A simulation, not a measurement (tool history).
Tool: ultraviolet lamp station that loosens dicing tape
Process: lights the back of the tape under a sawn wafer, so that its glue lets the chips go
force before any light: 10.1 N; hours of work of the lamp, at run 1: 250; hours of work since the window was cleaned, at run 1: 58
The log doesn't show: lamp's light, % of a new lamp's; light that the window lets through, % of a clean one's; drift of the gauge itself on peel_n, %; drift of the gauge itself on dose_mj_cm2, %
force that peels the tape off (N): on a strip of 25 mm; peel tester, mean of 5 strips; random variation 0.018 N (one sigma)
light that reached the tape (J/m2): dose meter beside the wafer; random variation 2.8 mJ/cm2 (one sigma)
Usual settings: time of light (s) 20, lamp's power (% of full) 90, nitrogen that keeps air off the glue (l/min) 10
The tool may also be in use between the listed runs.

run	hour	time of light (s)	lamp's power (% of full)	nitrogen that keeps air off the glue (l/min)	hours of work of the lamp	hours of work since the window was cleaned	force that peels the tape off (N)	light that reached the tape (J/m2)
1	0.0	20	90	10	250	58	1.161	3460
2	20.8	20	90	18	263	71	0.825	3430
3	41.6	20	90	18	276	84	0.852	3400
4	73.5	20	90	18	297	104	0.859	3280
5	102.4	20	90	18	315	123	0.911	3220
6	132.5	20	90	18	334	142	0.969	3210
7	153.1	20	90	18	347	155	0.957	3130
8	170.9	11	90	10	359	166	3.464	1710
9	190.3	11	90	10	371	179	3.460	1710
10	220.1	20	90	10	390	198	1.507	3040
11	252.7	20	90	10	411	218	1.594	2930
12	279.0	20	90	10	427	235	1.576	2860
13	306.9	20	90	10	445	253	1.705	2850
14	325.8	20	90	10	457	265	1.724	2820
15	346.5	20	66	10	470	278	2.697	2100
# hour 362.5: window cleaned of glue's vapour
16	367.0	10	90	10	483	3	4.783	1240
17	395.7	20	90	12	501	21	2.020	2400
18	426.2	20	90	12	521	41	2.122	2390
19	453.5	20	90	12	538	58	2.106	2340
20	487.3	20	90	12	560	79	2.244	2210
21	509.0	20	90	12	573	93	2.355	2210
# hour 518.7: window cleaned of glue's vapour, once more
22	535.5	20	90	12	590	11	1.294	3120
23	554.5	20	90	6	602	23	1.879	3120
24	585.4	20	90	6	622	42	1.978	3030
25	608.5	20	90	6	636	57	2.042	3020
26	632.3	20	90	16	651	72	1.198	2980
27	655.6	20	90	16	666	87	1.273	2890
28	680.5	11	78	10	682	103	4.001	1380
29	702.6	31	78	10	696	117	0.935	3740
30	732.7	20	97	8	715	136	1.750	2930
31	762.3	39	97	10	734	155	0.327	5580
32	782.4	39	97	14	747	168	0.254	5590
33	806.6	13	64	7	762	183	5.065	1230
34	827.5	20	90	4	776	196	3.134	2550
35	845.9	10	68	10	787	208	5.366	960
36	860.1	18	74	7	796	217	3.565	1830
37	888.0	20	100	3	814	235	3.264	2680
38	906.0	25	84	4	826	246	2.746	2810
39	929.3	18	90	3	840	261	4.135	2100
40	944.8	20	90	5	850	271	3.027	2370
# hour 970.6: window cleaned of glue's vapour
41	978.3	20	82	5	871	5	2.880	2530
42	1007.6	20	82	5	890	24	2.845	2460

Some steps in force that peels the tape off (N) between neighbouring runs. How much of each would the tool show without its hidden state too (settings, what came in, random variation), and how much is left for the hidden state, with any gauge scatter that isn't in both results?
Run 16 -> 17: time of light (s) 10 -> 20, nitrogen that keeps air off the glue (l/min) 10 -> 12. force that peels the tape off (N) -2.763: hidden state -0.515, all else -2.248.
Run 21 -> 22: window cleaned of glue's vapour, once more. force that peels the tape off (N) -1.061: hidden state -1.084, all else +0.023.
Run 28 -> 29: time of light (s) 11 -> 31. force that peels the tape off (N) -3.066: hidden state -0.567, all else -2.499.
Run 30 -> 31: time of light (s) 20 -> 39, nitrogen that keeps air off the glue (l/min) 8 -> 10. force that peels the tape off (N) -1.423: hidden state -0.689, all else -0.734.
Run 32 -> 33: time of light (s) 39 -> 13, lamp's power (% of full) 97 -> 64, nitrogen that keeps air off the glue (l/min) 14 -> 7. force that peels the tape off (N) +4.811: hidden state +1.314, all else +3.497.
